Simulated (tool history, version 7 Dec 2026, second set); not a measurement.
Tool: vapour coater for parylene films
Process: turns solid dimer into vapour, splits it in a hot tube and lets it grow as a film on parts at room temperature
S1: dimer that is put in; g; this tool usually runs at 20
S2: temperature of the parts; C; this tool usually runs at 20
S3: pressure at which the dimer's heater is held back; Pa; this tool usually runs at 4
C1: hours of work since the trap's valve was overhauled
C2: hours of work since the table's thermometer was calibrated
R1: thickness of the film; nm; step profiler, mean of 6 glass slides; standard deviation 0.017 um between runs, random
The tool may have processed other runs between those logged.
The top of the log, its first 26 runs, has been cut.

-- hour=1075 trap's valve overhauled
run 27 hour=1081.9 | S1=35 S2=29 S3=2.13 | C1=4 C2=781 | R1=6970
run 28 hour=1123.3 | S1=26 S2=14 S3=8.38 | C1=29 C2=806 | R1=7910
run 29 hour=1174.6 | S1=15 S2=14 S3=8.38 | C1=60 C2=837 | R1=4540
run 30 hour=1236.4 | S1=30 S2=17 S3=9.98 | C1=98 C2=875 | R1=7610
run 31 hour=1275.7 | S1=30 S2=17 S3=9.98 | C1=122 C2=898 | R1=7590
run 32 hour=1331.3 | S1=20 S2=18 S3=4 | C1=155 C2=932 | R1=5750
run 33 hour=1385.2 | S1=26 S2=23 S3=2.73 | C1=188 C2=965 | R1=6350
run 34 hour=1441.6 | S1=26 S2=23 S3=2.73 | C1=222 C2=999 | R1=6380
run 35 hour=1506 | S1=25 S2=23 S3=8.12 | C1=261 C2=1038 | R1=4920
run 36 hour=1562.5 | S1=20 S2=20 S3=4 | C1=295 C2=1072 | R1=5150
run 37 hour=1608.2 | S1=20 S2=20 S3=4 | C1=323 C2=1100 | R1=5110
run 38 hour=1658.3 | S1=20 S2=17 S3=6.13 | C1=353 C2=1130 | R1=5400
-- hour=1708.3 trap's valve overhauled
run 39 hour=1718.1 | S1=20 S2=17 S3=6.13 | C1=6 C2=1164 | R1=5760
run 40 hour=1745.1 | S1=20 S2=17 S3=6.13 | C1=22 C2=1180 | R1=5750
run 41 hour=1787.4 | S1=15 S2=19 S3=4.35 | C1=48 C2=1206 | R1=4200
run 42 hour=1815.4 | S1=33 S2=23 S3=4.88 | C1=65 C2=1223 | R1=7490
run 43 hour=1866.8 | S1=33 S2=29 S3=3 | C1=96 C2=1254 | R1=6250
run 44 hour=1895.4 | S1=23 S2=13 S3=3.35 | C1=113 C2=1271 | R1=8860
run 45 hour=1958.5 | S1=35 S2=13 S3=4.81 | C1=151 C2=1309 | R1=12540
-- hour=1992 table's thermometer calibrated
run 46 hour=2007.1 | S1=11 S2=20 S3=3.05 | C1=180 C2=9 | R1=2960
run 47 hour=2068.5 | S1=11 S2=20 S3=3.05 | C1=217 C2=46 | R1=2910
run 48 hour=2096.7 | S1=10 S2=26 S3=10.43 | C1=234 C2=63 | R1=1580

Predict each of these 3 candidate next runs independently; none follows another, all start after run 48:
run A hour=2160 | S1=28 S2=27 S3=4 | C1=273 C2=102 | R1=?
run B hour=2160 | S1=23 S2=25 S3=5.37 | C1=273 C2=102 | R1=?
run C hour=2160 | S1=33 S2=21 S3=7.21 | C1=273 C2=102 | R1=?

run=A R1=5060
run=B R1=4350
run=C R1=7020
The same runs, with their run-to-run variation unchanged, on a tool lacking any hidden condition would have given:
run=A R1=5240
run=B R1=4500
run=C R1=7270

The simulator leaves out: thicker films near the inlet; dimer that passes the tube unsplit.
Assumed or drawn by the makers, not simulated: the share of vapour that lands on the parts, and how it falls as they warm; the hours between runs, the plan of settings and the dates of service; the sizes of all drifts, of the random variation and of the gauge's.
